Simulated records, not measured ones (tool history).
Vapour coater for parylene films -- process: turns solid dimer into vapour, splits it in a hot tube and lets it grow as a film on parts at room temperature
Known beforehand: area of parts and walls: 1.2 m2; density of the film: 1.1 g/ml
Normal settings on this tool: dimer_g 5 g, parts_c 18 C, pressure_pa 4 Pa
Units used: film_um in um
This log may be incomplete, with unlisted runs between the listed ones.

{"run": 1, "hour": 0.0, "dimer_g": 5, "parts_c": 18, "pressure_pa": 4, "film_um": 1.82}
{"run": 2, "hour": 14.7, "dimer_g": 5, "parts_c": 18, "pressure_pa": 4, "film_um": 1.79}
{"run": 3, "hour": 26.5, "dimer_g": 5, "parts_c": 18, "pressure_pa": 4, "film_um": 1.78}
{"run": 4, "hour": 36.6, "dimer_g": 5, "parts_c": 18, "pressure_pa": 4, "film_um": 1.76}
{"run": 5, "hour": 50.0, "dimer_g": 5, "parts_c": 18, "pressure_pa": 4, "film_um": 1.78}
{"run": 6, "hour": 60.0, "dimer_g": 5, "parts_c": 18, "pressure_pa": 4, "film_um": 1.76}
{"run": 7, "hour": 74.1, "dimer_g": 5, "parts_c": 27, "pressure_pa": 4, "film_um": 1.14}
{"run": 8, "hour": 81.2, "dimer_g": 5, "parts_c": 18, "pressure_pa": 2.72, "film_um": 1.83}
{"run": 9, "hour": 95.3, "dimer_g": 5, "parts_c": 18, "pressure_pa": 2.72, "film_um": 1.82}
{"run": 10, "hour": 106.0, "dimer_g": 5, "parts_c": 18, "pressure_pa": 2.72, "film_um": 1.82}
{"run": 11, "hour": 115.5, "dimer_g": 5, "parts_c": 11, "pressure_pa": 5.6, "film_um": 2.39}
{"run": 12, "hour": 122.4, "dimer_g": 5, "parts_c": 11, "pressure_pa": 5.6, "film_um": 2.35}
{"run": 13, "hour": 133.2, "dimer_g": 5, "parts_c": 25, "pressure_pa": 3.66, "film_um": 1.24}
{"run": 14, "hour": 145.3, "dimer_g": 5, "parts_c": 20, "pressure_pa": 3.3, "film_um": 1.62}
{"run": 15, "hour": 152.6, "dimer_g": 5, "parts_c": 20, "pressure_pa": 3.3, "film_um": 1.6}

Branching from run 15: 5 alternative next runs. What would each branch give?
{"run": "A", "hour": 161.8, "dimer_g": 5, "parts_c": 27, "pressure_pa": 8.75, "film_um": "?"}
{"run": "B", "hour": 161.8, "dimer_g": 5, "parts_c": 18, "pressure_pa": 11.26, "film_um": "?"}
{"run": "C", "hour": 161.8, "dimer_g": 4, "parts_c": 11, "pressure_pa": 6.92, "film_um": "?"}
{"run": "D", "hour": 161.8, "dimer_g": 8, "parts_c": 10, "pressure_pa": 8.48, "film_um": "?"}
{"run": "E", "hour": 161.8, "dimer_g": 3, "parts_c": 20, "pressure_pa": 2.77, "film_um": "?"}

run=A film_um=1.06
run=B film_um=1.55
run=C film_um=1.83
run=D film_um=3.8
run=E film_um=0.99
Take away the tool's hidden state, keep each run's random variation, and the runs would have read:
run=A film_um=1.12
run=B film_um=1.65
run=C film_um=1.95
run=D film_um=4.04
run=E film_um=1.05

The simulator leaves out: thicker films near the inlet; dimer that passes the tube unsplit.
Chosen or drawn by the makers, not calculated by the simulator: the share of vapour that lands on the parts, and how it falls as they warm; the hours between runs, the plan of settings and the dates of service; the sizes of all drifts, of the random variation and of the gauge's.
